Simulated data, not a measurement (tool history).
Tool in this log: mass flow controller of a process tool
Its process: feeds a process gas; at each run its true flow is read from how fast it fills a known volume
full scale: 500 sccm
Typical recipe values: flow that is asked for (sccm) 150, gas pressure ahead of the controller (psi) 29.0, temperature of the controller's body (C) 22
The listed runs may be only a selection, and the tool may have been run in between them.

| run | hour | flow that is asked for (sccm) | gas pressure ahead of the controller (psi) | temperature of the controller's body (C) | true flow (%) |
|---|---|---|---|---|---|
| 1 | 0.0 | 150 | 29.0 | 22 | 98.05 |
| 2 | 197.2 | 150 | 29.0 | 22 | 98.10 |
| 3 | 323.2 | 150 | 29.0 | 22 | 98.04 |
| 4 | 444.3 | 289 | 29.0 | 22 | 98.51 |
| 5 | 551.5 | 289 | 29.0 | 22 | 98.60 |
| 6 | 646.7 | 289 | 29.0 | 22 | 98.62 |
| 7 | 785.8 | 150 | 28.6 | 22 | 98.04 |
| 8 | 868.8 | 150 | 28.6 | 22 | 98.06 |
| 9 | 961.2 | 150 | 28.6 | 22 | 97.96 |
| 10 | 1152.4 | 150 | 28.6 | 22 | 97.89 |
| 11 | 1271.0 | 150 | 28.6 | 22 | 97.94 |
| 12 | 1439.8 | 438 | 29.0 | 22 | 99.01 |
| 13 | 1536.2 | 438 | 22.2 | 22 | 98.95 |
| 14 | 1713.9 | 84 | 29.0 | 22 | 97.49 |
| 15 | 1843.5 | 84 | 29.0 | 22 | 97.51 |
| 16 | 1949.4 | 59 | 29.0 | 22 | 97.50 |
| 17 | 2106.9 | 150 | 29.0 | 25 | 98.07 |
| 18 | 2189.2 | 150 | 29.0 | 25 | 98.11 |
| 19 | 2272.9 | 150 | 29.0 | 25 | 98.00 |
| 20 | 2353.7 | 150 | 29.0 | 25 | 98.05 |
| 21 | 2460.8 | 150 | 30.2 | 25 | 98.11 |
| 22 | 2593.1 | 150 | 30.2 | 25 | 98.06 |
| 23 | 2792.8 | 150 | 29.0 | 22 | 97.67 |
| 24 | 2901.4 | 150 | 29.0 | 37 | 99.19 |
| 25 | 2997.0 | 150 | 29.0 | 37 | 99.05 |
| 26 | 3153.1 | 246 | 29.0 | 37 | 99.45 |
| 27 | 3278.9 | 246 | 29.0 | 37 | 99.38 |
| 28 | 3373.3 | 246 | 32.1 | 37 | 99.53 |
| 29 | 3555.9 | 150 | 27.7 | 24 | 97.56 |
|  | 3577.8 | gauge calibrated |
| 30 | 3713.6 | 122 | 39.3 | 39 | 99.87 |
| 31 | 3872.2 | 60 | 39.3 | 27 | 98.49 |
| 32 | 3992.2 | 298 | 29.0 | 20 | 98.59 |
| 33 | 4183.7 | 162 | 29.0 | 26 | 98.58 |
| 34 | 4345.1 | 162 | 29.0 | 26 | 98.51 |
| 35 | 4461.5 | 88 | 24.8 | 25 | 97.76 |
| 36 | 4629.5 | 216 | 29.0 | 22 | 98.25 |
| 37 | 4724.7 | 496 | 29.9 | 22 | 99.44 |
| 38 | 4809.9 | 53 | 30.9 | 27 | 97.96 |
| 39 | 4943.0 | 53 | 30.9 | 27 | 97.97 |
| 40 | 5113.2 | 115 | 23.5 | 21 | 97.46 |
| 41 | 5259.3 | 280 | 29.0 | 25 | 98.62 |
| 42 | 5426.3 | 280 | 29.0 | 25 | 98.73 |
| 43 | 5614.1 | 50 | 28.0 | 22 | 97.45 |
| 44 | 5775.2 | 136 | 20.5 | 24 | 97.66 |
| 45 | 5969.6 | 136 | 20.5 | 24 | 97.65 |
| 46 | 6146.8 | 136 | 20.5 | 22 | 97.31 |
| 47 | 6277.3 | 155 | 21.8 | 22 | 97.35 |
|  | 6397.1 | controller's zero set anew |
| 48 | 6411.6 | 111 | 25.5 | 26 | 97.67 |
| 49 | 6525.0 | 111 | 25.5 | 26 | 97.63 |

Measured minus without-hidden-state, run by run (identical run-to-run variation in each term; gauge scatter may differ):
What the log doesn't record here: flow at rest that the sensor doesn't see, % of full scale; true flow over the shown one, %; drift of the gauge itself on true_pct, %.
| run | true flow (%) |
|---|---|
| 1 | +0.00 |
| 2 | -0.04 |
| 3 | -0.07 |
| 4 | -0.10 |
| 5 | -0.12 |
| 6 | -0.13 |
| 7 | -0.16 |
| 8 | -0.17 |
| 9 | -0.18 |
| 10 | -0.22 |
| 11 | -0.25 |
| 12 | -0.30 |
| 13 | -0.31 |
| 14 | -0.31 |
| 15 | -0.34 |
| 16 | -0.35 |
| 17 | -0.41 |
| 18 | -0.42 |
| 19 | -0.44 |
| 20 | -0.46 |
| 21 | -0.48 |
| 22 | -0.50 |
| 23 | -0.54 |
| 24 | -0.57 |
| 25 | -0.58 |
| 26 | -0.63 |
| 27 | -0.66 |
| 28 | -0.68 |
| 29 | -0.68 |
| 30 | -0.03 |
| 31 | -0.03 |
| 32 | -0.09 |
| 33 | -0.12 |
| 34 | -0.15 |
| 35 | -0.16 |
| 36 | -0.21 |
| 37 | -0.24 |
| 38 | -0.19 |
| 39 | -0.23 |
| 40 | -0.29 |
| 41 | -0.34 |
| 42 | -0.37 |
| 43 | -0.34 |
| 44 | -0.42 |
| 45 | -0.46 |
| 46 | -0.49 |
| 47 | -0.52 |
| 48 | -0.57 |
| 49 | -0.59 |
